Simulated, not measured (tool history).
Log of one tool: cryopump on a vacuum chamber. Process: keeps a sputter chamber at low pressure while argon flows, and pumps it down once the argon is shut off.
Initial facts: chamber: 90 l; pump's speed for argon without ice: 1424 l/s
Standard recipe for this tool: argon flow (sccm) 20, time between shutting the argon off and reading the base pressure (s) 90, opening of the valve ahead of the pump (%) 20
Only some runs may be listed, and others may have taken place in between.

run	hour	argon flow (sccm)	time between shutting the argon off and reading the base pressure (s)	opening of the valve ahead of the pump (%)	pressure while argon flows (Pa)	pressure after the wait (uPa)
1	0	20	90	20	0.1226	2.02
2	11.7	20	90	20	0.1212	1.92
3	22.2	20	90	20	0.1223	1.96
4	33.6	20	90	20	0.1238	1.98
5	47.5	24	90	20	0.1483	2.06
6	54.5	24	90	20	0.1482	2
7	65.6	24	90	20	0.1483	1.99
8	76.8	16	90	20	0.0987	2.08
9	87.5	16	90	47	0.0439	2.08
10	97	16	90	47	0.045	2.02
11	109.3	16	90	47	0.0447	2.08
12	121.7	16	90	47	0.045	2.06
13	135.3	14	90	20	0.0873	2.12
14	146.2	14	90	20	0.0877	2.03
15	161.2	20	90	55	0.0492	2.17
16	171.8	20	90	55	0.05	2.13
17	182.4	20	90	20	0.1262	2.19
18	195.5	20	90	20	0.1255	2.24
19	209.8	17	92	46	0.0494	2.25
20	216.7	13	103	15	0.1074	2.08
21	230	16	31	43	0.0503	3.79
22	242.4	36	244	43	0.1138	1.65
23	258.2	36	118	43	0.1125	2.03
24	267.3	14	90	20	0.0896	2.26
25	279.6	20	247	43	0.0636	1.74
26	286.6	20	247	43	0.0637	1.72
27	295.2	20	108	20	0.1277	2.16
28	302.6	21	33	20	0.134	3.81
29	314.8	21	27	50	0.0608	4.37
30	325	8	46	18	0.057	3.16
31	333.8	9	298	15	0.0761	1.8
32	341.8	8	107	18	0.0571	2.25
33	351	8	107	18	0.0579	2.28
34	367.3	8	107	35	0.0311	2.28

Below, some changes in pressure while argon flows (Pa) between adjacent runs. For each, the amount present without the hidden state too (settings, incoming material, random variation) and the amount remaining for the hidden state with gauge scatter not shared by both compared results:
Hidden conditions of the tool in this case: pump's speed, % of a pump's without ice; cold plate's temperature, K; leak into the chamber, uPa l/s; drift of the gauge itself on working_pa, %; drift of the gauge itself on base_upa, %.
Run 16 -> 17: opening of the valve ahead of the pump (%) 55 -> 20. pressure while argon flows (Pa) +0.0762: hidden state +0.0002, all else +0.076.
Run 18 -> 19: argon flow (sccm) 20 -> 17, time between shutting the argon off and reading the base pressure (s) 90 -> 92, opening of the valve ahead of the pump (%) 20 -> 46. pressure while argon flows (Pa) -0.0761: hidden state -0.0008, all else -0.0753.
Run 21 -> 22: argon flow (sccm) 16 -> 36, time between shutting the argon off and reading the base pressure (s) 31 -> 244. pressure while argon flows (Pa) +0.0635: hidden state +0.0081, all else +0.0554.
Run 23 -> 24: argon flow (sccm) 36 -> 14, time between shutting the argon off and reading the base pressure (s) 118 -> 90, opening of the valve ahead of the pump (%) 43 -> 20. pressure while argon flows (Pa) -0.0229: hidden state -0.0086, all else -0.0143.
Run 28 -> 29: time between shutting the argon off and reading the base pressure (s) 33 -> 27, opening of the valve ahead of the pump (%) 20 -> 50. pressure while argon flows (Pa) -0.0732: hidden state +0.0004, all else -0.0736.
Run 29 -> 30: argon flow (sccm) 21 -> 8, time between shutting the argon off and reading the base pressure (s) 27 -> 46, opening of the valve ahead of the pump (%) 50 -> 18. pressure while argon flows (Pa) -0.0038: hidden state -0.0061, all else +0.0023.
